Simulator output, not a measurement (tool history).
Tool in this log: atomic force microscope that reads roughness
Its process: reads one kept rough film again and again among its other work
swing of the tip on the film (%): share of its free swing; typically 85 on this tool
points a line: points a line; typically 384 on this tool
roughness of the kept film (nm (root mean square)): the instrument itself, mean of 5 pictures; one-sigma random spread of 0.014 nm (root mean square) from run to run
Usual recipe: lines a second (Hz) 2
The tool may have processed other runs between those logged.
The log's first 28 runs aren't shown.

run	hour	lines a second (Hz)	swing of the tip on the film (%)	points a line	pictures with this tip	hours of work since the height scale was calibrated	roughness of the kept film (nm (root mean square))
29	181.5	2.13	62	359	23	130	3.23
30	186.9	2.25	85	708	31	133	2.789
31	193.3	0.72	61	376	41	136	3.106
32	201.9	0.72	61	376	54	140	2.957
33	206	1.69	85	1018	60	142	2.605
# hour 207.8: height scale calibrated on a step standard
34	215.5	1.69	85	1018	72	4	2.506
35	220.5	1.69	85	1018	80	6	2.424
36	224.6	0.78	80	684	86	8	2.599
37	233.1	0.78	80	684	98	13	2.519
38	240.8	0.78	80	684	110	16	2.428
# hour 248.5: height scale calibrated on a step standard, once more
39	248.5	2.84	67	434	120	0	2.249
40	255.2	2.84	67	434	130	3	2.205
41	259.8	1.08	88	897	136	6	2.124
42	265.6	1.08	88	897	145	9	2.096
43	270.4	3.5	88	287	152	11	1.64
44	275.1	0.84	56	722	159	13	2.197
45	279.7	0.84	56	722	166	16	2.148
46	287.7	1.07	56	709	178	20	2.065
# hour 290: new tip fitted
47	297.3	1.07	56	709	10	24	3.577
48	306.7	2.1	56	294	24	29	3.259
49	313.2	2.1	56	294	34	32	3.107

Here are 3 independent what-if runs from the current tool condition. What would each one return?
A	321	1.49	55	298	46	36	?
B	321	2.1	65	259	46	36	?
C	321	2	87	384	46	36	?

run	roughness of the kept film (nm (root mean square))
A	3.02
B	2.849
C	2.588
Stripped of hidden state, with their random variation kept, the same runs would have yielded:
run	roughness of the kept film (nm (root mean square))
A	3.722
B	3.512
C	3.19
